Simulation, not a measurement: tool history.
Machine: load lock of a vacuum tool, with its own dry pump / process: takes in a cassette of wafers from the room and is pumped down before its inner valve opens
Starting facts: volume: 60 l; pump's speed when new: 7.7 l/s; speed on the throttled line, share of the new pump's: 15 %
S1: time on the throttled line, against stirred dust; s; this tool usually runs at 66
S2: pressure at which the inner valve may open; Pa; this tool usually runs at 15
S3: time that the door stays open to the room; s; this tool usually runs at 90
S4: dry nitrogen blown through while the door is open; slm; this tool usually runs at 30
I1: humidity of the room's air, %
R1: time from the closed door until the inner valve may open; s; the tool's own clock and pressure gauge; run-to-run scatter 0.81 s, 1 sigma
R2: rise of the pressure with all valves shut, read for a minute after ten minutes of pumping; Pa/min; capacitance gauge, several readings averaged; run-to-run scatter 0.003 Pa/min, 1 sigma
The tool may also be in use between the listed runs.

run,day,S1,S2,S3,S4,I1,R1,R2
1,0,66,15,90,30,49.1,124.9,0.013
2,12.346,66,15,68,30,45,126.4,0.016
3,28.458,66,15,43,30,44.1,126.9,0.014
# day 39.954: dry pump taken out, an overhauled one fitted
4,44.021,66,15,181,30,42,125.4,0.017
5,59.462,66,15,181,30,43.7,125.4,0.021
6,71.033,66,15,90,30,44.9,126.1,0.016
7,94.25,66,15,90,30,47.1,125.3,0.02
8,105.604,66,15,90,30,45.7,125.8,0.014
9,120.592,66,15,90,30,44.2,126.3,0.02
10,141.329,66,15,90,30,43.5,126.6,0.016
11,164.417,66,20,90,30,43.2,124.1,0.019
12,182.429,66,20,90,30,47.1,123.8,0.012
13,194.929,66,20,90,30,45.2,124.7,0.016
14,209,66,15,90,30,46.8,125.7,0.014
15,232.292,66,15,90,30,46.7,126.9,0.015
16,246.65,66,15,90,30,42.7,125.8,0.017
17,265.829,66,15,90,5,44.5,125.3,0.037
18,277.95,66,15,90,30,46.2,125.4,0.018
19,296.625,51,24,90,30,46.3,109.4,0.015
20,320.575,51,14,90,5,45.7,113,0.038
21,336.583,51,14,192,5,45.7,114.1,0.05
22,351.738,66,15,90,7,42.5,125.9,0.035
23,370.988,66,25,90,30,46.5,121.9,0.019
24,394.125,66,15,223,30,51.1,125.8,0.018
25,411.788,66,15,223,30,43.6,126.8,0.018
# day 416.954: dry pump taken out, an overhauled one fitted
26,426.658,66,15,141,30,44.8,126.5,0.017
27,447.562,91,15,141,17,46,147.1,0.029
28,468.633,66,15,90,8,48.7,125.6,0.041
29,491.304,66,24,54,6,45.8,122.1,0.033
30,503.554,82,15,90,30,47.1,139.3,0.023
31,520.954,82,15,90,30,46,139.4,0.017
32,532.775,66,16,90,30,43.4,125.1,0.02
33,552.196,66,16,90,30,47.2,125.8,0.013
34,570.262,66,16,42,8,48.2,124.9,0.03
35,584.704,100,13,43,10,44.7,154.3,0.023
36,605.271,66,13,38,30,41.9,125,0.013

Alternative continuations, all from the tool just after run 36; predict every row:
A,617.312,41,13,90,10,45.9,?,?
B,617.312,114,15,33,30,41.2,?,?
C,617.312,36,13,38,30,47.6,?,?
D,617.312,69,30,38,30,44.9,?,?
E,617.312,38,10,38,30,42.5,?,?

run,R1,R2
A,105,0.034
B,167.6,0.007
C,102.2,0.015
D,123,0.014
E,106.3,0.01
Stripped of hidden state, with their random variation kept, the same runs would have yielded:
run,R1,R2
A,105,0.033
B,167.6,0.006
C,102.2,0.014
D,123,0.013
E,106.3,0.009
